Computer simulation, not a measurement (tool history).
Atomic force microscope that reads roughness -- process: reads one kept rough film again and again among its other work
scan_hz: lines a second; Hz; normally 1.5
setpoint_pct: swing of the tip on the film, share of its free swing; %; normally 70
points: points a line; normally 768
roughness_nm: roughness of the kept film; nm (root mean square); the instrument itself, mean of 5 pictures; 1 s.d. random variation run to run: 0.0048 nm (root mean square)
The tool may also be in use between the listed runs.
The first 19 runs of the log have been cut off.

run	hour	scan_hz	setpoint_pct	points	roughness_nm
# hour 136.4: new tip fitted
20	136.4	1.5	70	768	0.683
21	145.6	1.5	70	768	0.68
22	151.6	1.5	70	768	0.653
23	160.4	1.5	70	768	0.643
24	170.7	1.5	70	768	0.625
25	179.2	1.5	70	768	0.61
# hour 181.3: new tip fitted
26	186.2	1.5	70	768	0.672
27	191.6	1.5	70	704	0.666
28	195.8	0.72	70	819	0.691
29	205.5	0.72	70	819	0.669
30	213.4	2.27	62	768	0.636
31	219.8	2.27	62	768	0.618

Forecast run 32:
32	224.7	2.99	70	768	?

roughness_nm: 0.57 nm (root mean square)
With no hidden state in the tool, this same run would have given roughness_nm 0.64 nm (root mean square).

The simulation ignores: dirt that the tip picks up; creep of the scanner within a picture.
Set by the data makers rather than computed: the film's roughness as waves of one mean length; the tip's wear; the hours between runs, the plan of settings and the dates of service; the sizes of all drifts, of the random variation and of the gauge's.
